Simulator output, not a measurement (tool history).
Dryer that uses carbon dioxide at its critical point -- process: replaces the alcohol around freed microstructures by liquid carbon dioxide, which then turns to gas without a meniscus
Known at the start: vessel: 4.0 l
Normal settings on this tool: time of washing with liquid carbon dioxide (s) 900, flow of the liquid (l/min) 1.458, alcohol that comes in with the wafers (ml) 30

run    hour  time of washing with liquid carbon dioxide (s)  flow of the liquid (l/min)  alcohol that comes in with the wafers (ml)  alcohol left in the vessel before it's heated (ppm by volume)
  1     0.0                                             900                       1.458                                          30                                                            196
  2    36.0                                             900                       1.458                                          30                                                            187
  3    70.0                                             900                       1.458                                          30                                                            191
  4    86.7                                             900                       1.458                                          30                                                            197
  5   121.2                                             900                       1.458                                          30                                                            194
  6   143.8                                             720                       1.458                                          30                                                            391
  7   175.7                                             900                       1.458                                          30                                                            202
  8   210.0                                             900                       1.470                                          30                                                            195
  9   239.4                                             900                       1.470                                          30                                                            211
 10   258.6                                             900                       1.700                                          30                                                            121
 11   281.3                                             900                       1.700                                          30                                                            128
 12   320.0                                             900                       1.700                                          30                                                            128
 13   341.7                                             900                       1.700                                          30                                                            126
 14   378.5                                             900                       1.700                                          30                                                            107
 15   419.6                                            1380                       1.458                                          30                                                             51
 16   456.6                                            1380                       1.458                                          30                                                             53
 17   494.3                                             900                       1.458                                          30                                                            190
 18   522.5                                             900                       1.458                                          30                                                            188
 19   552.7                                             900                       1.458                                          30                                                            187
 20   580.0                                             900                       1.458                                          30                                                            190
 21   599.5                                             900                       1.458                                          30                                                            199
 22   634.3                                             900                       1.458                                          30                                                            194
 23   667.1                                             720                       1.640                                          30                                                            270
 24   698.3                                            1380                       1.050                                          21                                                            124
 25   727.5                                             600                       2.300                                         107                                                            488
 26   766.1                                             660                       1.170                                          34                                                            961
 27   786.6                                            1020                       1.420                                          38                                                            180
 28   820.7                                            1020                       1.420                                          38                                                            193
 29   857.6                                            1380                       1.458                                          30                                                             66
 30   896.3                                            1020                       1.010                                          68                                                            994
 31   917.2                                            1020                       1.010                                          68                                                           1015
 32   938.7                                             540                       1.260                                          33                                                           1288
 33   971.8                                             900                       0.920                                          99                                                           2612
 34  1006.4                                             900                       1.300                                          31                                                            329
 35  1030.4                                             900                       1.458                                          20                                                            176
 36  1072.1                                             960                       1.150                                          20                                                            234
 37  1090.0                                            1260                       1.020                                          31                                                            216
 38  1120.8                                             720                       1.540                                         111                                                           1009
 39  1152.0                                             720                       1.540                                         111                                                           1075
 40  1178.1                                             900                       1.610                                          73                                                            288

Not shown here: 2 entries made in the log between runs. Locate each between two listed runs and compare the hidden state at the listed run before it with the hidden state at the listed run after it:
From run 13 to run 14: inlet filter changed (hour 354.6)
  flow that reaches the vessel past the clogged filter, %: 92.7 -> 99; alcohol in the recycled carbon dioxide, ppm: 30.4 -> 31.1
  measured less the result without the state, alcohol left in the vessel before it's heated (ppm by volume): +54 -> +29
From run 35 to run 36: inlet filter changed (hour 1047.4)
  flow that reaches the vessel past the clogged filter, %: 92.4 -> 99.4; alcohol in the recycled carbon dioxide, ppm: 44.7 -> 45.6
  measured less the result without the state, alcohol left in the vessel before it's heated (ppm by volume): +74 -> +45
